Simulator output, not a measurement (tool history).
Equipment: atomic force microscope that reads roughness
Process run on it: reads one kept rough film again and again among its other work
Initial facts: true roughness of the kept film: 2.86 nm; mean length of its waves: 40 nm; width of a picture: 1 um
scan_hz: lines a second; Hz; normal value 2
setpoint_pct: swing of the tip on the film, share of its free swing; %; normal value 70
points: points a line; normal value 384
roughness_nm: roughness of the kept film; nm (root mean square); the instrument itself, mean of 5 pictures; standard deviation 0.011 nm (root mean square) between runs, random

run 1 hour=0 | scan_hz=2 setpoint_pct=70 points=384 | roughness_nm=2.646
run 2 hour=9 | scan_hz=2 setpoint_pct=70 points=384 | roughness_nm=2.619
run 3 hour=17.7 | scan_hz=2 setpoint_pct=70 points=384 | roughness_nm=2.625
run 4 hour=26.8 | scan_hz=2 setpoint_pct=70 points=384 | roughness_nm=2.605
run 5 hour=39.7 | scan_hz=2 setpoint_pct=70 points=384 | roughness_nm=2.625
run 6 hour=54.2 | scan_hz=2 setpoint_pct=70 points=384 | roughness_nm=2.595
run 7 hour=66.7 | scan_hz=0.66 setpoint_pct=70 points=384 | roughness_nm=2.648
run 8 hour=75.6 | scan_hz=2 setpoint_pct=70 points=384 | roughness_nm=2.59
run 9 hour=83.4 | scan_hz=2 setpoint_pct=70 points=384 | roughness_nm=2.554
run 10 hour=94.2 | scan_hz=2 setpoint_pct=70 points=450 | roughness_nm=2.551
run 11 hour=107.4 | scan_hz=2 setpoint_pct=70 points=450 | roughness_nm=2.542
run 12 hour=114.9 | scan_hz=2 setpoint_pct=70 points=450 | roughness_nm=2.544
run 13 hour=128.8 | scan_hz=2 setpoint_pct=70 points=450 | roughness_nm=2.534
run 14 hour=135.2 | scan_hz=2 setpoint_pct=70 points=450 | roughness_nm=2.501
run 15 hour=142.2 | scan_hz=2 setpoint_pct=70 points=326 | roughness_nm=2.503
-- hour=144.2 height scale calibrated on a step standard
run 16 hour=150.5 | scan_hz=2 setpoint_pct=70 points=326 | roughness_nm=2.5
run 17 hour=160 | scan_hz=2 setpoint_pct=70 points=326 | roughness_nm=2.484
run 18 hour=169.9 | scan_hz=2 setpoint_pct=70 points=326 | roughness_nm=2.491
run 19 hour=176.3 | scan_hz=2 setpoint_pct=70 points=326 | roughness_nm=2.504
run 20 hour=190.2 | scan_hz=2 setpoint_pct=83 points=384 | roughness_nm=2.373
run 21 hour=203 | scan_hz=2 setpoint_pct=83 points=384 | roughness_nm=2.376
-- hour=207.6 height scale calibrated on a step standard, once more
run 22 hour=214.4 | scan_hz=2 setpoint_pct=83 points=384 | roughness_nm=2.373
run 23 hour=221.1 | scan_hz=0.63 setpoint_pct=73 points=973 | roughness_nm=2.499
-- hour=222.9 new tip fitted
run 24 hour=234.5 | scan_hz=2 setpoint_pct=70 points=560 | roughness_nm=2.655
run 25 hour=246.2 | scan_hz=2 setpoint_pct=83 points=560 | roughness_nm=2.552
run 26 hour=252.9 | scan_hz=2.27 setpoint_pct=56 points=358 | roughness_nm=2.644
run 27 hour=263.5 | scan_hz=2.27 setpoint_pct=69 points=358 | roughness_nm=2.603
run 28 hour=272 | scan_hz=1.22 setpoint_pct=68 points=398 | roughness_nm=2.645
run 29 hour=283.6 | scan_hz=1.22 setpoint_pct=70 points=398 | roughness_nm=2.642
run 30 hour=292.2 | scan_hz=1.22 setpoint_pct=75 points=398 | roughness_nm=2.603
run 31 hour=303.3 | scan_hz=3.26 setpoint_pct=77 points=317 | roughness_nm=2.441
run 32 hour=316.4 | scan_hz=2.29 setpoint_pct=77 points=623 | roughness_nm=2.506
run 33 hour=327.7 | scan_hz=0.53 setpoint_pct=74 points=830 | roughness_nm=2.623
run 34 hour=342.4 | scan_hz=2.04 setpoint_pct=74 points=830 | roughness_nm=2.51
run 35 hour=353.5 | scan_hz=1.09 setpoint_pct=73 points=830 | roughness_nm=2.568
run 36 hour=366.3 | scan_hz=1.09 setpoint_pct=73 points=830 | roughness_nm=2.55
run 37 hour=374.7 | scan_hz=0.62 setpoint_pct=73 points=307 | roughness_nm=2.561
run 38 hour=383.8 | scan_hz=0.85 setpoint_pct=70 points=311 | roughness_nm=2.567

Selected run-to-run steps in roughness_nm, each split into two signed amounts: the part the tool would show with no hidden state at all (from settings, incoming material and random variation), and the remainder, which goes to the hidden state together with any gauge scatter not common to the measured and the hidden-state-free results:
Hidden state present: radius of the tip, nm; height scale over the true one, %; drift of the gauge itself on roughness_nm, %.
Run 12 -> 13: no setting touched and nothing written in the log between the runs. roughness_nm -0.01 nm (root mean square): hidden state -0.014, all else +0.004.
Run 19 -> 20: setpoint_pct 70 -> 83, points 326 -> 384. roughness_nm -0.131 nm (root mean square): hidden state -0.003, all else -0.128.
Run 22 -> 23: scan_hz 2 -> 0.63, setpoint_pct 83 -> 73, points 384 -> 973. roughness_nm +0.126 nm (root mean square): hidden state -0.017, all else +0.143.
Run 23 -> 24: scan_hz 0.63 -> 2, setpoint_pct 73 -> 70, points 973 -> 560, new tip fitted. roughness_nm +0.156 nm (root mean square): hidden state +0.199, all else -0.043.
Run 30 -> 31: scan_hz 1.22 -> 3.26, setpoint_pct 75 -> 77, points 398 -> 317. roughness_nm -0.162 nm (root mean square): hidden state -0.006, all else -0.156.

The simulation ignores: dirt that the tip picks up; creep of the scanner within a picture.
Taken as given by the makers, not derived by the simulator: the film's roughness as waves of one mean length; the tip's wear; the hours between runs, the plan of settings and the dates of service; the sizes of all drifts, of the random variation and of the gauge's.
